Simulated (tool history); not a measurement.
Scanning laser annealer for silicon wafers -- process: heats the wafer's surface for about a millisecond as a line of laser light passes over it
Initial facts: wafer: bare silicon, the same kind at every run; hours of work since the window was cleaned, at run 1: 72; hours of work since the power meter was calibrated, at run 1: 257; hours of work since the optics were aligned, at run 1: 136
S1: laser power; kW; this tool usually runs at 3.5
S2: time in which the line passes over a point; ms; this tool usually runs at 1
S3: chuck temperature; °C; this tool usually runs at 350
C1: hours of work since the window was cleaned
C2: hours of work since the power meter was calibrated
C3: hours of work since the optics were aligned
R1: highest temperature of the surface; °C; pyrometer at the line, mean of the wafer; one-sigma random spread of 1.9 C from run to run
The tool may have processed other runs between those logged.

run,hour,S1,S2,S3,C1,C2,C3,R1
1,0,3.5,1,350,72,257,136,1104
2,11,3.5,1,350,79,264,142,1103
3,22.6,3.434,1,350,86,271,150,1085
4,41.9,3.434,1,350,98,283,162,1086
5,61.5,3.434,1,350,110,295,174,1083
6,81.3,3.434,1,350,122,307,186,1085
7,93.8,3.434,1,350,130,315,194,1086
8,108.7,3.5,1,350,139,324,203,1100
9,128.5,3.5,1,350,152,337,215,1099
10,153.3,3.5,1,360,167,352,231,1106
11,174.8,3.439,1,360,180,365,244,1092
12,193.8,3.5,1,350,192,377,256,1095
13,209.1,3.5,1,350,202,387,265,1099
14,227.7,3.5,1,329,213,398,277,1073
15,243.7,3.5,1,329,223,408,287,1075
16,267.7,3.5,1,329,238,423,302,1073
17,292.1,3.5,1,329,253,438,317,1074
18,303.8,3.5,1,350,261,446,324,1093
# hour 308: laser's power meter calibrated
19,319.6,3.5,1,350,269,7,332,1093
20,334.2,3.5,1,350,278,16,341,1090
21,350.7,3.5,1,350,288,27,352,1091
22,361.4,3.5,1,330,295,33,358,1070
23,376.2,3.5,1,356,304,42,367,1096
24,393.8,3.5,0.74,333,315,53,378,962
# hour 415.9: laser's power meter calibrated, once more
25,418.5,3.5,0.74,333,328,2,392,959
26,440.7,3.349,0.76,350,342,15,406,955
27,463.5,3.5,1.1,385,356,30,420,1166
28,477.4,3.5,1.1,385,365,38,428,1162
29,492,3.5,0.76,389,374,47,437,1022
30,517.5,3.5,0.76,389,390,63,453,1022
31,542.4,3.034,0.87,352,405,79,469,928
32,567.9,3.034,0.87,352,421,94,485,928
33,582.3,3.546,0.87,358,430,103,494,1046
34,595.5,3.631,1,350,438,112,502,1116
35,619.2,3.631,1,350,453,126,517,1115
36,637.3,3.631,1.01,382,464,138,528,1154
37,652.2,3.724,1,350,473,147,537,1138
38,663,3.724,1,350,480,154,544,1136
39,686.4,3.724,1,350,495,168,558,1138
40,709.8,3.73,1.21,350,509,183,573,1225

A few steps of R1 between consecutive runs. Split each: what settings, incoming material and random variation would produce without the hidden state, and what is left over for the hidden state, along with gauge scatter present in only one of the two compared results (measured, and without hidden state):
Unlogged tool condition in this case: light that passes the window, % of a clean one's; laser's true power over the reading, %; width of the line over the set one, %; drift of the gauge itself on peak_c, C.
Run 23 -> 24: S2 1 -> 0.74, S3 356 -> 333. R1 -134 °C: hidden state +2, all else -136.
Run 26 -> 27: S1 3.349 -> 3.5, S2 0.76 -> 1.1, S3 350 -> 385. R1 +211 °C: hidden state -6, all else +217.
Run 28 -> 29: S2 1.1 -> 0.76, S3 385 -> 389. R1 -140 °C: hidden state +4, all else -144.
Run 32 -> 33: S1 3.034 -> 3.546, S3 352 -> 358. R1 +118 °C: hidden state -4, all else +122.
